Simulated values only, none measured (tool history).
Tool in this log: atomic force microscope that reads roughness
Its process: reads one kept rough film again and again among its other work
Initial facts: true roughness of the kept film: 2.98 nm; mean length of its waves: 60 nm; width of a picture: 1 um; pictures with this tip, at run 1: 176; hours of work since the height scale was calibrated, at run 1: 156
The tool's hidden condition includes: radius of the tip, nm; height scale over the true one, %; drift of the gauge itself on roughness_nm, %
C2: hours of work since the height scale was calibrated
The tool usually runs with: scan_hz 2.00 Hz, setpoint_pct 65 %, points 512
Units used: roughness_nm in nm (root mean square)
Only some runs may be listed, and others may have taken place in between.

Run 1, hour 0.0: usual settings; pictures with this tip 176; C2 156. Result: roughness_nm 2.682 nm (root mean square).
Run 2, hour 19.1: usual settings; pictures with this tip 198; C2 164. Result: roughness_nm 2.682 nm (root mean square).
Run 3, hour 37.5: usual settings but scan_hz 1.23 Hz; pictures with this tip 218; C2 171. Result: roughness_nm 2.745 nm (root mean square).
At hour 44.3: new tip fitted.
Run 4, hour 47.9: usual settings but setpoint_pct 77 %; pictures with this tip 4; C2 176. Result: roughness_nm 2.596 nm (root mean square).
Run 5, hour 61.4: usual settings but points 257; pictures with this tip 19; C2 181. Result: roughness_nm 2.743 nm (root mean square).
Run 6, hour 72.3: usual settings but points 257; pictures with this tip 31; C2 186. Result: roughness_nm 2.725 nm (root mean square).
Run 7, hour 81.5: usual settings but setpoint_pct 75 %; pictures with this tip 42; C2 190. Result: roughness_nm 2.616 nm (root mean square).
Run 8, hour 90.6: usual settings but scan_hz 1.23 Hz, setpoint_pct 75 %; pictures with this tip 52; C2 194. Result: roughness_nm 2.717 nm (root mean square).
Run 9, hour 107.8: usual settings; pictures with this tip 72; C2 201. Result: roughness_nm 2.723 nm (root mean square).
Run 10, hour 127.9: usual settings; pictures with this tip 94; C2 209. Result: roughness_nm 2.717 nm (root mean square).
Run 11, hour 136.7: usual settings; pictures with this tip 104; C2 213. Result: roughness_nm 2.729 nm (root mean square).
Run 12, hour 152.3: usual settings but points 634; pictures with this tip 122; C2 220. Result: roughness_nm 2.715 nm (root mean square).
Run 13, hour 171.7: usual settings but points 634; pictures with this tip 144; C2 228. Result: roughness_nm 2.710 nm (root mean square).
Run 14, hour 181.9: usual settings but points 634; pictures with this tip 155; C2 232. Result: roughness_nm 2.704 nm (root mean square).
At hour 184.6: height scale calibrated on a step standard.
Run 15, hour 202.0: usual settings but points 634; pictures with this tip 177; C2 7. Result: roughness_nm 2.703 nm (root mean square).
Run 16, hour 220.6: usual settings but points 634; pictures with this tip 198; C2 15. Result: roughness_nm 2.700 nm (root mean square).
Run 17, hour 234.7: usual settings but points 634; pictures with this tip 214; C2 21. Result: roughness_nm 2.687 nm (root mean square).
At hour 242.9: height scale calibrated on a step standard, once more.
At hour 247.0: new tip fitted.
Run 18, hour 247.3: usual settings; pictures with this tip 1; C2 2. Result: roughness_nm 2.744 nm (root mean square).
Run 19, hour 260.8: usual settings; pictures with this tip 16; C2 7. Result: roughness_nm 2.740 nm (root mean square).
Run 20, hour 275.5: usual settings; pictures with this tip 33; C2 14. Result: roughness_nm 2.733 nm (root mean square).
Run 21, hour 290.8: usual settings but scan_hz 1.43 Hz; pictures with this tip 50; C2 20. Result: roughness_nm 2.781 nm (root mean square).
Run 22, hour 299.7: usual settings but scan_hz 1.11 Hz, setpoint_pct 58 %, points 286; pictures with this tip 60; C2 24. Result: roughness_nm 2.830 nm (root mean square).
Run 23, hour 316.6: usual settings but scan_hz 1.11 Hz, setpoint_pct 73 %, points 726; pictures with this tip 79; C2 31. Result: roughness_nm 2.736 nm (root mean square).
Run 24, hour 329.6: usual settings but scan_hz 2.93 Hz, setpoint_pct 73 %, points 780; pictures with this tip 94; C2 36. Result: roughness_nm 2.505 nm (root mean square).
Run 25, hour 341.1: usual settings but scan_hz 0.91 Hz; pictures with this tip 107; C2 41. Result: roughness_nm 2.802 nm (root mean square).
Run 26, hour 356.3: usual settings but scan_hz 0.59 Hz, setpoint_pct 58 %, points 848; pictures with this tip 124; C2 48. Result: roughness_nm 2.847 nm (root mean square).
Run 27, hour 365.8: usual settings but scan_hz 0.68 Hz; pictures with this tip 135; C2 52. Result: roughness_nm 2.818 nm (root mean square).
Run 28, hour 375.2: usual settings but scan_hz 0.79 Hz, points 504; pictures with this tip 146; C2 56. Result: roughness_nm 2.810 nm (root mean square).
Run 29, hour 388.6: usual settings but scan_hz 0.79 Hz, points 504; pictures with this tip 161; C2 61. Result: roughness_nm 2.805 nm (root mean square).
Run 30, hour 402.3: usual settings but scan_hz 0.79 Hz, points 519; pictures with this tip 176; C2 67. Result: roughness_nm 2.794 nm (root mean square).
Run 31, hour 416.5: usual settings but scan_hz 0.79 Hz, points 519; pictures with this tip 192; C2 73. Result: roughness_nm 2.796 nm (root mean square).
Run 32, hour 432.3: usual settings but scan_hz 1.47 Hz, setpoint_pct 64 %; pictures with this tip 210; C2 80. Result: roughness_nm 2.730 nm (root mean square).
Run 33, hour 442.6: usual settings but scan_hz 1.47 Hz, setpoint_pct 64 %; pictures with this tip 222; C2 84. Result: roughness_nm 2.724 nm (root mean square).
At hour 446.2: new tip fitted.
Run 34, hour 455.1: usual settings but points 282; pictures with this tip 10; C2 89. Result: roughness_nm 2.738 nm (root mean square).
Run 35, hour 466.2: usual settings but points 282; pictures with this tip 22; C2 94. Result: roughness_nm 2.742 nm (root mean square).
Run 36, hour 481.6: usual settings but scan_hz 1.83 Hz, setpoint_pct 76 %, points 964; pictures with this tip 40; C2 101. Result: roughness_nm 2.618 nm (root mean square).
Run 37, hour 500.2: usual settings but scan_hz 1.83 Hz, setpoint_pct 76 %, points 964; pictures with this tip 61; C2 108. Result: roughness_nm 2.611 nm (root mean square).
Run 38, hour 519.7: usual settings but scan_hz 1.83 Hz, setpoint_pct 76 %, points 964; pictures with this tip 83; C2 117. Result: roughness_nm 2.607 nm (root mean square).
Run 39, hour 533.6: usual settings but scan_hz 1.83 Hz, setpoint_pct 76 %, points 964; pictures with this tip 99; C2 123. Result: roughness_nm 2.609 nm (root mean square).

The logged runs with the hidden state left out (each run's random variation unchanged):
run  roughness_nm
  1         2.741
  2         2.747
  3         2.817
  4         2.593
  5         2.744
  6         2.730
  7         2.623
  8         2.729
  9         2.740
 10         2.741
 11         2.757
 12         2.747
 13         2.749
 14         2.747
 15         2.750
 16         2.753
 17         2.744
 18         2.747
 19         2.749
 20         2.747
 21         2.800
 22         2.853
 23         2.763
 24         2.534
 25         2.839
 26         2.890
 27         2.864
 28         2.859
 29         2.859
 30         2.853
 31         2.860
 32         2.797
 33         2.795
 34         2.741
 35         2.748
 36         2.630
 37         2.629
 38         2.632
 39         2.638
